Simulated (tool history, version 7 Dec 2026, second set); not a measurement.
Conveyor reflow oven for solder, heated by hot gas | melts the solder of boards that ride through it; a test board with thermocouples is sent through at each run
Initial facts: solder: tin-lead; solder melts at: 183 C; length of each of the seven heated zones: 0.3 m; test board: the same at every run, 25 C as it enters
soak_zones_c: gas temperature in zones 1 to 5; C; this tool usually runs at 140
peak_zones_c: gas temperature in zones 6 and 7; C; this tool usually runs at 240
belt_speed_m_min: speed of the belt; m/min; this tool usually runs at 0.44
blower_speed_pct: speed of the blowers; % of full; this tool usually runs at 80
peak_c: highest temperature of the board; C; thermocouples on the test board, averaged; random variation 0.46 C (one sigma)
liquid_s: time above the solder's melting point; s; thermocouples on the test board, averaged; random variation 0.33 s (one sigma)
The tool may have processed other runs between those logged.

run,hour,soak_zones_c,peak_zones_c,belt_speed_m_min,blower_speed_pct,peak_c,liquid_s
1,0,140,240,0.44,80,228,69.8
2,43,140,240,0.44,80,228.2,70.3
3,84.7,140,254,0.44,80,240.3,76.6
4,138.8,140,254,0.44,80,241.1,76.2
5,186.8,140,240,0.44,80,227.2,70
6,235.4,140,240,0.44,80,228.4,70.1
7,269.7,140,240,0.44,80,228.9,69.8
8,315.8,140,240,0.44,80,227.5,70.5
9,372.8,140,240,0.44,80,227.9,70.6
10,412.7,140,240,0.456,80,227.5,66.8
# hour 426.4: flux residue cleaned out of gas plates and filters
11,453.3,140,253,0.44,80,240.3,76.5
12,507.2,140,240,0.353,80,233.4,91.9
13,539.9,140,240,0.353,80,232.6,91.7
14,582.8,140,240,0.353,80,233.4,91.3
15,617.4,140,240,0.353,80,233.2,91.6
16,651.8,140,240,0.353,80,232.9,91.5
17,712.1,140,240,0.353,80,233.5,91.4
18,749.3,140,234,0.353,72,225.9,87.7
19,809.2,150,234,0.353,72,228,93.1
20,834.8,146,253,0.353,72,245,99.7
21,890.9,146,253,0.353,72,244.9,99.6
22,940.1,146,253,0.356,86,246.5,99.2
23,983.2,146,253,0.356,86,245.7,99.2
24,1035,140,240,0.491,56,221.4,57.6
25,1094.1,151,240,0.44,82,229.8,75.3
26,1126.8,140,240,0.499,77,224.3,59.3
27,1186.6,129,231,0.484,58,212,48.3
# hour 1226.5: thermocouples of zones 6 and 7 changed
28,1244.4,143,241,0.501,52,220.5,57.7
29,1277.3,143,241,0.448,82,229,70.8

Predict each of these 3 candidate next runs independently; none follows another, all start after run 29:
A,1323.7,140,234,0.44,67,?,?
B,1323.7,140,240,0.44,79,?,?
C,1323.7,140,240,0.44,63,?,?

run,peak_c,liquid_s
A,221.4,65.3
B,227.7,69.9
C,225.5,69
Stripped of hidden state, with their random variation kept, the same runs would have yielded:
run,peak_c,liquid_s
A,221.6,65.3
B,227.8,70
C,225.7,69
